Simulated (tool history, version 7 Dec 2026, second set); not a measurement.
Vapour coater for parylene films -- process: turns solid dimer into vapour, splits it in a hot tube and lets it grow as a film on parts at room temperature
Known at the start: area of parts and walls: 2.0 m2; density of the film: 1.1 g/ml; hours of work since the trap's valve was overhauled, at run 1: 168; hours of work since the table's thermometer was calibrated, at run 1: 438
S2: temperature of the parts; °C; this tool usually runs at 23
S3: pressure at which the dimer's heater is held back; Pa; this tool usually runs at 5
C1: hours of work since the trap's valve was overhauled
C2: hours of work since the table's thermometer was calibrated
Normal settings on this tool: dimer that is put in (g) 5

run 1 hour=0 | dimer_that_is_put_in_(g)=5 S2=23 S3=5 | C1=168 C2=438 | thickness_of_the_film_(nm)=1290
run 2 hour=38.6 | dimer_that_is_put_in_(g)=5 S2=23 S3=5 | C1=196 C2=466 | thickness_of_the_film_(nm)=1270
run 3 hour=68.9 | dimer_that_is_put_in_(g)=5 S2=23 S3=5 | C1=218 C2=488 | thickness_of_the_film_(nm)=1280
run 4 hour=108 | dimer_that_is_put_in_(g)=5 S2=23 S3=5.62 | C1=247 C2=517 | thickness_of_the_film_(nm)=1240
run 5 hour=141 | dimer_that_is_put_in_(g)=5 S2=23 S3=5.62 | C1=271 C2=541 | thickness_of_the_film_(nm)=1270
run 6 hour=177.4 | dimer_that_is_put_in_(g)=5 S2=23 S3=5 | C1=298 C2=568 | thickness_of_the_film_(nm)=1260
run 7 hour=204.8 | dimer_that_is_put_in_(g)=5 S2=23 S3=2.57 | C1=318 C2=588 | thickness_of_the_film_(nm)=1370
run 8 hour=232.4 | dimer_that_is_put_in_(g)=4 S2=23 S3=5.63 | C1=338 C2=608 | thickness_of_the_film_(nm)=980
run 9 hour=257.5 | dimer_that_is_put_in_(g)=4 S2=23 S3=5.63 | C1=357 C2=626 | thickness_of_the_film_(nm)=960
run 10 hour=281.9 | dimer_that_is_put_in_(g)=3 S2=23 S3=5.63 | C1=374 C2=644 | thickness_of_the_film_(nm)=730
run 11 hour=320 | dimer_that_is_put_in_(g)=5 S2=23 S3=3.52 | C1=402 C2=672 | thickness_of_the_film_(nm)=1290
run 12 hour=359 | dimer_that_is_put_in_(g)=4 S2=23 S3=5 | C1=431 C2=701 | thickness_of_the_film_(nm)=980
run 13 hour=384.8 | dimer_that_is_put_in_(g)=2 S2=27 S3=5 | C1=450 C2=720 | thickness_of_the_film_(nm)=420
run 14 hour=421.5 | dimer_that_is_put_in_(g)=4 S2=23 S3=10.58 | C1=477 C2=747 | thickness_of_the_film_(nm)=860

Each row is a separate what-if for the run after 14, all from the same tool condition, not one after another. Results?
-- hour=437.8 trap's valve overhauled
run A hour=468.7 | dimer_that_is_put_in_(g)=5 S2=26 S3=5 | C1=23 C2=778 | thickness_of_the_film_(nm)=?
-- hour=437.8 trap's valve overhauled
run B hour=468.7 | dimer_that_is_put_in_(g)=5 S2=17 S3=10.58 | C1=23 C2=778 | thickness_of_the_film_(nm)=?
-- hour=437.8 trap's valve overhauled
run C hour=468.7 | dimer_that_is_put_in_(g)=5 S2=23 S3=7.69 | C1=23 C2=778 | thickness_of_the_film_(nm)=?
-- hour=437.8 trap's valve overhauled
run D hour=468.7 | dimer_that_is_put_in_(g)=4 S2=21 S3=7.84 | C1=23 C2=778 | thickness_of_the_film_(nm)=?
-- hour=437.8 trap's valve overhauled
run E hour=468.7 | dimer_that_is_put_in_(g)=8 S2=16 S3=10.58 | C1=23 C2=778 | thickness_of_the_film_(nm)=?

run=A thickness_of_the_film_(nm)=1110
run=B thickness_of_the_film_(nm)=1570
run=C thickness_of_the_film_(nm)=1200
run=D thickness_of_the_film_(nm)=1080
run=E thickness_of_the_film_(nm)=2620
What these runs would have given with no unlogged condition in the tool:
run=A thickness_of_the_film_(nm)=1130
run=B thickness_of_the_film_(nm)=1590
run=C thickness_of_the_film_(nm)=1220
run=D thickness_of_the_film_(nm)=1090
run=E thickness_of_the_film_(nm)=2650
